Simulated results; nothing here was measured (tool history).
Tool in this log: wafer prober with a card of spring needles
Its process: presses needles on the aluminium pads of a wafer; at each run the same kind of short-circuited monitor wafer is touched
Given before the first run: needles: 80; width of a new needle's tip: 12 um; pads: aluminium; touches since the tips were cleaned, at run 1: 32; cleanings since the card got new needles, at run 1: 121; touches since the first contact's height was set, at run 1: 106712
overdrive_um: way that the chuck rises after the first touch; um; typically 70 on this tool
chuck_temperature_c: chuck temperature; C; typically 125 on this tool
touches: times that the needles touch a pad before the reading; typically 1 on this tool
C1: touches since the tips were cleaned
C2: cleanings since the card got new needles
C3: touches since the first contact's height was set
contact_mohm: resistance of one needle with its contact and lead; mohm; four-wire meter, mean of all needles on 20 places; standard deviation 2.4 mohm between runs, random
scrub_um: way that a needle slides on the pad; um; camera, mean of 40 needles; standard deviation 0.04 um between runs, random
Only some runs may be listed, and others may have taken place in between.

Run 1, day 0: usual settings; C1 32; C2 121; C3 106712. Result: contact_mohm 274 mohm, scrub_um 18.57 um.
At day 0.579: tips cleaned on abrasive film.
At day 1.304: tips cleaned on abrasive film.
At day 1.883: tips cleaned on abrasive film.
Run 2, day 2.179: usual settings; C1 2803; C2 124; C3 127294. Result: contact_mohm 297 mohm, scrub_um 18.5 um.
At day 2.471: tips cleaned on abrasive film.
At day 3.054: tips cleaned on abrasive film.
At day 3.633: tips cleaned on abrasive film.
Run 3, day 3.904: usual settings; C1 2573; C2 127; C3 143539. Result: contact_mohm 302 mohm, scrub_um 18.45 um.
At day 4.342: tips cleaned on abrasive film.
At day 4.921: tips cleaned on abrasive film.
At day 5.367: height of the first contact set anew.
At day 5.658: tips cleaned on abrasive film.
Run 4, day 5.871: usual settings; C1 2024; C2 130; C3 4760. Result: contact_mohm 289 mohm, scrub_um 18.17 um.
At day 6.308: tips cleaned on abrasive film.
At day 7.033: tips cleaned on abrasive film.
At day 7.754: tips cleaned on abrasive film.
At day 8.371: tips cleaned on abrasive film.
Run 5, day 8.371: usual settings but chuck_temperature_c 86 C; C1 0; C2 134; C3 28341. Result: contact_mohm 265 mohm, scrub_um 17.99 um.
At day 9.096: tips cleaned on abrasive film.
At day 9.821: tips cleaned on abrasive film.
At day 10.4: tips cleaned on abrasive film.
At day 10.979: tips cleaned on abrasive film.
At day 11.558: tips cleaned on abrasive film.
Run 6, day 11.862: usual settings but chuck_temperature_c 86 C; C1 2859; C2 139; C3 61281. Result: contact_mohm 293 mohm, scrub_um 17.96 um.
At day 12.154: tips cleaned on abrasive film.
At day 12.879: tips cleaned on abrasive film.
At day 13.604: tips cleaned on abrasive film.
Run 7, day 14.096: usual settings but chuck_temperature_c 86 C; C1 4676; C2 142; C3 82372. Result: contact_mohm 306 mohm, scrub_um 17.84 um.
At day 14.242: tips cleaned on abrasive film.
At day 14.825: tips cleaned on abrasive film.
At day 15.546: tips cleaned on abrasive film.
Run 8, day 16.075: usual settings; C1 5011; C2 145; C3 101059. Result: contact_mohm 318 mohm, scrub_um 17.8 um.
At day 16.225: tips cleaned on abrasive film.
At day 16.804: tips cleaned on abrasive film.
At day 17.383: tips cleaned on abrasive film.
At day 17.967: tips cleaned on abrasive film.
Run 9, day 18.046: usual settings; C1 751; C2 149; C3 119590. Result: contact_mohm 285 mohm, scrub_um 17.74 um.
At day 18.625: tips cleaned on abrasive film.
At day 19.204: tips cleaned on abrasive film.
At day 19.783: tips cleaned on abrasive film.
At day 20.367: tips cleaned on abrasive film.
At day 20.946: tips cleaned on abrasive film.
Run 10, day 21.054: usual settings but chuck_temperature_c 71 C; C1 1039; C2 154; C3 147985. Result: contact_mohm 276 mohm, scrub_um 17.59 um.
At day 21.212: height of the first contact set anew, once more.
At day 21.65: tips cleaned on abrasive film.
At day 22.229: tips cleaned on abrasive film.
At day 22.954: tips cleaned on abrasive film.
Run 11, day 23.529: usual settings but chuck_temperature_c 71 C; C1 5456; C2 157; C3 21869. Result: contact_mohm 301 mohm, scrub_um 18.88 um.
At day 23.675: tips cleaned on abrasive film.
At day 24.258: tips cleaned on abrasive film.
At day 24.838: tips cleaned on abrasive film.
At day 25.562: tips cleaned on abrasive film.
Run 12, day 26.042: usual settings but chuck_temperature_c 71 C; C1 4575; C2 161; C3 45592. Result: contact_mohm 295 mohm, scrub_um 18.79 um.
At day 26.192: tips cleaned on abrasive film.
At day 26.771: tips cleaned on abrasive film.
At day 27.496: tips cleaned on abrasive film.
At day 28.075: tips cleaned on abrasive film.
At day 28.8: tips cleaned on abrasive film.
At day 29.467: tips cleaned on abrasive film.
Run 13, day 29.467: usual settings but chuck_temperature_c 71 C; C1 0; C2 167; C3 77855. Result: contact_mohm 260 mohm, scrub_um 18.65 um.
At day 30.046: tips cleaned on abrasive film.
At day 30.771: tips cleaned on abrasive film.
At day 31.35: tips cleaned on abrasive film.
At day 31.933: tips cleaned on abrasive film.
At day 32.512: tips cleaned on abrasive film.
Run 14, day 32.954: usual settings but overdrive_um 75 um, chuck_temperature_c 39 C; C1 4186; C2 172; C3 110763. Result: contact_mohm 290 mohm, scrub_um 19.87 um.
At day 33.1: tips cleaned on abrasive film.
At day 33.683: tips cleaned on abrasive film.
At day 34.404: tips cleaned on abrasive film.
At day 34.983: tips cleaned on abrasive film.
At day 35.567: tips cleaned on abrasive film.
At day 36.288: tips cleaned on abrasive film.
Run 15, day 36.288: usual settings but chuck_temperature_c 71 C; C1 0; C2 178; C3 142191. Result: contact_mohm 261 mohm, scrub_um 18.42 um.
At day 37.012: tips cleaned on abrasive film.
At day 37.592: tips cleaned on abrasive film.
At day 37.892: height of the first contact set anew.
At day 38.188: tips cleaned on abrasive film.
At day 38.908: tips cleaned on abrasive film.
Run 16, day 39.458: usual settings but chuck_temperature_c 71 C; C1 5188; C2 182; C3 14762. Result: contact_mohm 306 mohm, scrub_um 18.9 um.
At day 39.604: tips cleaned on abrasive film.
At day 40.329: tips cleaned on abrasive film.
At day 41.054: tips cleaned on abrasive film.
Run 17, day 41.271: usual settings but overdrive_um 89 um, chuck_temperature_c 78 C, touches 3; C1 2055; C2 185; C3 31863. Result: contact_mohm 266 mohm, scrub_um 23.99 um.
At day 41.708: tips cleaned on abrasive film.
At day 42.288: tips cleaned on abrasive film.
At day 42.867: tips cleaned on abrasive film.
Run 18, day 42.979: usual settings but overdrive_um 75 um, chuck_temperature_c 56 C, touches 2; C1 1063; C2 188; C3 47970. Result: contact_mohm 263 mohm, scrub_um 20.09 um.
At day 43.558: tips cleaned on abrasive film.
At day 44.283: tips cleaned on abrasive film.
At day 45.008: tips cleaned on abrasive film.
Run 19, day 45.192: usual settings but overdrive_um 75 um, chuck_temperature_c 56 C, touches 2; C1 1733; C2 191; C3 68851. Result: contact_mohm 271 mohm, scrub_um 20.04 um.
At day 45.629: tips cleaned on abrasive film.
At day 46.208: tips cleaned on abrasive film.
At day 46.788: tips cleaned on abrasive film.
Run 20, day 47.088: usual settings but overdrive_um 89 um, chuck_temperature_c 48 C; C1 2851; C2 194; C3 86747. Result: contact_mohm 277 mohm, scrub_um 23.62 um.
At day 47.379: tips cleaned on abrasive film.
At day 47.962: tips cleaned on abrasive film.
At day 48.542: tips cleaned on abrasive film.
At day 49.267: tips cleaned on abrasive film.
At day 49.846: tips cleaned on abrasive film.
At day 50.425: tips cleaned on abrasive film.
Run 21, day 50.512: usual settings but chuck_temperature_c 42 C, touches 2; C1 812; C2 200; C3 119017. Result: contact_mohm 262 mohm, scrub_um 18.48 um.
At day 51.092: tips cleaned on abrasive film.
At day 51.817: tips cleaned on abrasive film.
At day 52.396: tips cleaned on abrasive film.
At day 53.121: tips cleaned on abrasive film.
Run 22, day 53.308: usual settings but chuck_temperature_c 42 C, touches 2; C1 1749; C2 204; C3 145385. Result: contact_mohm 266 mohm, scrub_um 18.41 um.

4 options for the next run, each taken on its own from the tool as it stands now. Forecast them:
At day 53.742: tips cleaned on abrasive film.
At day 54.325: tips cleaned on abrasive film.
At day 54.625: height of the first contact set anew.
At day 55.058: tips cleaned on abrasive film.
At day 55.642: tips cleaned on abrasive film.
Run A, day 55.671: usual settings but overdrive_um 85 um, chuck_temperature_c 35 C, touches 2; C1 287; C2 208; C3 9861. Result: contact_mohm ?, scrub_um ?.
At day 53.742: tips cleaned on abrasive film.
At day 54.325: tips cleaned on abrasive film.
At day 54.625: height of the first contact set anew.
At day 55.058: tips cleaned on abrasive film.
At day 55.642: tips cleaned on abrasive film.
Run B, day 55.671: usual settings but overdrive_um 50 um; C1 287; C2 208; C3 9861. Result: contact_mohm ?, scrub_um ?.
At day 53.742: tips cleaned on abrasive film.
At day 54.325: tips cleaned on abrasive film.
At day 54.625: height of the first contact set anew.
At day 55.058: tips cleaned on abrasive film.
At day 55.642: tips cleaned on abrasive film.
Run C, day 55.671: usual settings but overdrive_um 60 um; C1 287; C2 208; C3 9861. Result: contact_mohm ?, scrub_um ?.
At day 53.742: tips cleaned on abrasive film.
At day 54.325: tips cleaned on abrasive film.
At day 54.625: height of the first contact set anew.
At day 55.058: tips cleaned on abrasive film.
At day 55.642: tips cleaned on abrasive film.
Run D, day 55.671: usual settings but overdrive_um 82 um, chuck_temperature_c 42 C; C1 287; C2 208; C3 9861. Result: contact_mohm ?, scrub_um ?.

run  contact_mohm  scrub_um
  A           251     22.93
  B           294     13.49
  C           282      16.2
  D           255     22.14
Had the tool no hidden state, the same runs would have come out as:
run  contact_mohm  scrub_um
  A           248     22.98
  B           275     13.54
  C           270     16.25
  D           248     22.19
